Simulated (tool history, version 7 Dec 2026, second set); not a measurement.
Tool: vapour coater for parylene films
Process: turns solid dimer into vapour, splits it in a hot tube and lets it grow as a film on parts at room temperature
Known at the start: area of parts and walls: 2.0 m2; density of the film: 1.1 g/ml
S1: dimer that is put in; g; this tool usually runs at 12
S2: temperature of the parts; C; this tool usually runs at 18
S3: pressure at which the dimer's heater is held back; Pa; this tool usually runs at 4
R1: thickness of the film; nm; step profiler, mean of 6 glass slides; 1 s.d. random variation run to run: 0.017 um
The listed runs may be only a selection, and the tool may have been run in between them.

| run | day | S1 | S2 | S3 | R1 |
|---|---|---|---|---|---|
| 1 | 0 | 12 | 18 | 4 | 2930 |
| 2 | 1.933 | 5 | 18 | 4 | 1220 |
| 3 | 3.271 | 5 | 18 | 4 | 1210 |
| 4 | 5.258 | 12 | 18 | 4.1 | 2920 |
| 5 | 6.642 | 12 | 18 | 4 | 2960 |
| 6 | 9.021 | 12 | 18 | 4 | 2940 |
| 7 | 10.862 | 6 | 18 | 4 | 1490 |
| 8 | 12.346 | 6 | 18 | 4 | 1450 |
| 9 | 14.196 | 6 | 18 | 4 | 1470 |
| 10 | 16.238 | 6 | 18 | 4 | 1460 |
| 11 | 17.354 | 6 | 18 | 4 | 1460 |
| 12 | 18.804 | 6 | 18 | 4 | 1440 |
| 13 | 20.417 | 6 | 18 | 4 | 1450 |
| 14 | 22.429 | 6 | 17 | 4 | 1500 |
| 15 | 23.712 | 12 | 18 | 10.37 | 2670 |
| 16 | 25.058 | 12 | 18 | 6.38 | 2780 |
| 17 | 27.008 | 12 | 18 | 6.38 | 2790 |
| 18 | 28.971 | 12 | 18 | 6.38 | 2800 |
| 19 | 29.988 | 12 | 18 | 6.38 | 2780 |
| 20 | 31.938 | 12 | 18 | 4 | 2900 |
| 21 | 33.167 | 12 | 18 | 4 | 2870 |
| 22 | 34.329 | 12 | 18 | 4 | 2870 |
| 23 | 36.5 | 6 | 14 | 4.4 | 1660 |
| 24 | 37.904 | 6 | 14 | 4.4 | 1660 |
| 25 | 39.054 | 12 | 13 | 3.79 | 3490 |
| 26 | 40.808 | 12 | 13 | 3.79 | 3480 |
| 27 | 42.779 | 6 | 24 | 11.03 | 1070 |
| 28 | 44.725 | 6 | 12 | 4.27 | 1780 |
| 29 | 46.35 | 6 | 12 | 2.02 | 1860 |
| 30 | 47.35 | 7 | 12 | 2.02 | 2230 |
|  | 47.583 | table's thermometer calibrated |
|  | 48.754 | trap's valve overhauled |
| 31 | 49.742 | 11 | 25 | 4.44 | 2100 |
| 32 | 51.312 | 18 | 13 | 8.33 | 5110 |
| 33 | 52.788 | 18 | 13 | 8.33 | 5090 |
| 34 | 55.162 | 6 | 18 | 4 | 1490 |
| 35 | 56.429 | 6 | 12 | 4 | 1900 |
| 36 | 58.779 | 11 | 20 | 4 | 2550 |
|  | 60.662 | table's thermometer calibrated, once more |
| 37 | 61.142 | 11 | 20 | 4 | 2480 |
| 38 | 63.004 | 12 | 23 | 11.96 | 2220 |
| 39 | 64.871 | 12 | 23 | 11.96 | 2210 |
| 40 | 66.225 | 12 | 23 | 11.96 | 2200 |
| 41 | 68.35 | 13 | 22 | 11.63 | 2460 |
| 42 | 70.104 | 9 | 22 | 11.63 | 1700 |
| 43 | 72.079 | 7 | 14 | 6.59 | 1870 |

Below, some changes in R1 between adjacent runs. For each, the amount present without the hidden state too (settings, incoming material, random variation) and the amount remaining for the hidden state with gauge scatter not shared by both compared results:
Hidden conditions of the tool in this case: vapour lost through the trap's worn valve, %; true temperature of the parts over the reading, C; drift of the gauge itself on film_um, %.
Run 26 -> 27: S1 12 -> 6, S2 13 -> 24, S3 3.79 -> 11.03. R1 -2410 nm: hidden state +70, all else -2480.
Run 30 -> 31: S1 7 -> 11, S2 12 -> 25, S3 2.02 -> 4.44, table's thermometer calibrated, trap's valve overhauled. R1 -130 nm: hidden state +100, all else -230.
Run 31 -> 32: S1 11 -> 18, S2 25 -> 13, S3 4.44 -> 8.33. R1 +3010 nm: hidden state +50, all else +2960.
Run 33 -> 34: S1 18 -> 6, S2 13 -> 18, S3 8.33 -> 4. R1 -3600 nm: hidden state -50, all else -3550.
Run 36 -> 37: table's thermometer calibrated, once more. R1 -70 nm: hidden state -80, all else +10.
